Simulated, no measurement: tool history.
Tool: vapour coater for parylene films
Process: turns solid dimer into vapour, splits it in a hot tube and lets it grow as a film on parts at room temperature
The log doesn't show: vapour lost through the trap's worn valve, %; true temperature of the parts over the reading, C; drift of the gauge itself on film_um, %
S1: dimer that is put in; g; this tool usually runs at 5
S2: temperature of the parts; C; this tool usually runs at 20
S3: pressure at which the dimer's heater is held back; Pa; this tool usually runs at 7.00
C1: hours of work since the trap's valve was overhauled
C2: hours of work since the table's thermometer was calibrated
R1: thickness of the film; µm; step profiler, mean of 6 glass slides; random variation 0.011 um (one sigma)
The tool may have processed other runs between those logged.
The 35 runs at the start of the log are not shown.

{"run": 36, "hour": 423.6, "S1": 2, "S2": 13, "S3": 7.03, "C1": 202, "C2": 418, "R1": 1.38}
{"run": 37, "hour": 434.3, "S1": 2, "S2": 13, "S3": 7.03, "C1": 208, "C2": 423, "R1": 1.39}
{"run": 38, "hour": 444.1, "S1": 5, "S2": 15, "S3": 7.0, "C1": 213, "C2": 429, "R1": 3.2}
{"run": 39, "hour": 454.5, "S1": 5, "S2": 15, "S3": 7.0, "C1": 218, "C2": 434, "R1": 3.2}
{"run": 40, "hour": 466.1, "S1": 5, "S2": 15, "S3": 7.0, "C1": 225, "C2": 440, "R1": 3.19}
{"run": 41, "hour": 476.7, "S1": 5, "S2": 20, "S3": 3.19, "C1": 230, "C2": 446, "R1": 2.69}
{"run": 42, "hour": 492.3, "S1": 5, "S2": 20, "S3": 3.19, "C1": 239, "C2": 454, "R1": 2.68}
{"run": 43, "hour": 508.7, "S1": 9, "S2": 28, "S3": 3.12, "C1": 247, "C2": 463, "R1": 3.44}
{"run": 44, "hour": 517.6, "S1": 9, "S2": 28, "S3": 3.12, "C1": 252, "C2": 468, "R1": 3.43}
{"run": 45, "hour": 533.2, "S1": 5, "S2": 17, "S3": 4.04, "C1": 260, "C2": 476, "R1": 3.01}
{"run": 46, "hour": 546.6, "S1": 5, "S2": 19, "S3": 5.23, "C1": 268, "C2": 483, "R1": 2.71}
{"run": 47, "hour": 563.0, "S1": 6, "S2": 28, "S3": 7.0, "C1": 276, "C2": 492, "R1": 2.16}

Below are 5 alternative next runs, each starting from the tool's condition after run 47. Predict each:
{"run": "A", "hour": 574.5, "S1": 8, "S2": 14, "S3": 9.16, "C1": 283, "C2": 498, "R1": "?"}
{"run": "B", "hour": 574.5, "S1": 6, "S2": 28, "S3": 2.9, "C1": 283, "C2": 498, "R1": "?"}
{"run": "C", "hour": 574.5, "S1": 8, "S2": 19, "S3": 4.21, "C1": 283, "C2": 498, "R1": "?"}
{"run": "D", "hour": 574.5, "S1": 5, "S2": 15, "S3": 2.78, "C1": 283, "C2": 498, "R1": "?"}
{"run": "E", "hour": 574.5, "S1": 5, "S2": 28, "S3": 3.02, "C1": 283, "C2": 498, "R1": "?"}

run=A R1=5.22
run=B R1=2.29
run=C R1=4.39
run=D R1=3.36
run=E R1=1.90
What these runs would have given with no unlogged condition in the tool:
run=A R1=5.40
run=B R1=2.37
run=C R1=4.55
run=D R1=3.48
run=E R1=1.96
